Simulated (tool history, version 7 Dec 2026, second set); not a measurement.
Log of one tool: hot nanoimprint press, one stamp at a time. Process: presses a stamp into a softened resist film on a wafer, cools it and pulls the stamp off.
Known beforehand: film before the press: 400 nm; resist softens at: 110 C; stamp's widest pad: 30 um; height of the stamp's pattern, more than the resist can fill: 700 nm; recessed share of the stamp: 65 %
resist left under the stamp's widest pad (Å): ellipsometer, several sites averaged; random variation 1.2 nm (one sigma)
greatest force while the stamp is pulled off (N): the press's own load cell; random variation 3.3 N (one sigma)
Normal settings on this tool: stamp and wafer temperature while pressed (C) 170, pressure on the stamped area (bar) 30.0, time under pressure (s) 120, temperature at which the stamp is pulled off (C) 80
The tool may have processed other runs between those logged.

| run | hour | stamp and wafer temperature while pressed (C) | pressure on the stamped area (bar) | time under pressure (s) | temperature at which the stamp is pulled off (C) | resist left under the stamp's widest pad (Å) | greatest force while the stamp is pulled off (N) |
|---|---|---|---|---|---|---|---|
| 1 | 0.0 | 170 | 30.0 | 120 | 80 | 1853 | 174 |
| 2 | 6.3 | 170 | 30.0 | 120 | 80 | 1864 | 170 |
| 3 | 13.4 | 170 | 31.8 | 120 | 80 | 1797 | 169 |
| 4 | 24.5 | 170 | 31.8 | 120 | 80 | 1789 | 169 |
| 5 | 32.0 | 170 | 31.8 | 120 | 80 | 1784 | 174 |
| 6 | 46.2 | 170 | 30.0 | 120 | 68 | 1832 | 191 |
| 7 | 52.9 | 180 | 30.0 | 120 | 68 | 1127 | 194 |
| 8 | 63.0 | 170 | 30.0 | 120 | 80 | 1839 | 171 |
| 9 | 70.5 | 170 | 30.0 | 120 | 80 | 1840 | 177 |
| 10 | 79.3 | 170 | 30.0 | 120 | 80 | 1845 | 174 |
| 11 | 88.9 | 170 | 30.0 | 120 | 80 | 1842 | 177 |
| 12 | 99.5 | 170 | 30.0 | 120 | 80 | 1837 | 183 |
| 13 | 112.5 | 170 | 30.0 | 120 | 77 | 1832 | 187 |
| 14 | 120.5 | 170 | 30.0 | 120 | 77 | 1843 | 185 |
| 15 | 127.5 | 170 | 30.0 | 120 | 77 | 1831 | 190 |
| 16 | 133.9 | 171 | 30.0 | 120 | 79 | 1746 | 184 |
| 17 | 147.5 | 170 | 30.0 | 64 | 79 | 2262 | 193 |
| 18 | 156.0 | 164 | 23.5 | 164 | 82 | 2423 | 190 |
| 19 | 168.1 | 164 | 23.5 | 164 | 82 | 2403 | 190 |
| 20 | 177.8 | 161 | 44.4 | 107 | 78 | 2497 | 198 |
| 21 | 190.8 | 182 | 30.0 | 81 | 74 | 1230 | 201 |
| 22 | 201.5 | 171 | 30.0 | 120 | 80 | 1735 | 195 |
| 23 | 209.7 | 171 | 30.0 | 120 | 80 | 1727 | 198 |
| 24 | 221.3 | 171 | 30.0 | 120 | 80 | 1737 | 202 |
| 25 | 231.2 | 171 | 30.0 | 120 | 80 | 1734 | 191 |
| 26 | 243.2 | 164 | 31.6 | 67 | 80 | 2778 | 203 |
| 27 | 252.3 | 164 | 31.6 | 67 | 87 | 2786 | 188 |
| 28 | 266.7 | 164 | 31.6 | 67 | 87 | 2813 | 186 |
| 29 | 274.3 | 164 | 31.6 | 67 | 87 | 2790 | 190 |

Below are 5 alternative next runs, each starting from the tool's condition after run 29. Predict each:
| A | 282.3 | 170 | 30.0 | 120 | 83 | ? | ? |
| B | 282.3 | 164 | 31.6 | 67 | 81 | ? | ? |
| C | 282.3 | 159 | 31.6 | 77 | 76 | ? | ? |
| D | 282.3 | 164 | 31.6 | 153 | 71 | ? | ? |
| E | 282.3 | 170 | 37.0 | 117 | 80 | ? | ? |

| run | resist left under the stamp's widest pad (Å) | greatest force while the stamp is pulled off (N) |
|---|---|---|
| A | 1807 | 196 |
| B | 2785 | 208 |
| C | 3161 | 208 |
| D | 2199 | 218 |
| E | 1673 | 207 |
Without the tool's unlogged condition, the same runs would have read:
| run | resist left under the stamp's widest pad (Å) | greatest force while the stamp is pulled off (N) |
|---|---|---|
| A | 1836 | 153 |
| B | 2818 | 163 |
| C | 3191 | 163 |
| D | 2234 | 170 |
| E | 1699 | 162 |

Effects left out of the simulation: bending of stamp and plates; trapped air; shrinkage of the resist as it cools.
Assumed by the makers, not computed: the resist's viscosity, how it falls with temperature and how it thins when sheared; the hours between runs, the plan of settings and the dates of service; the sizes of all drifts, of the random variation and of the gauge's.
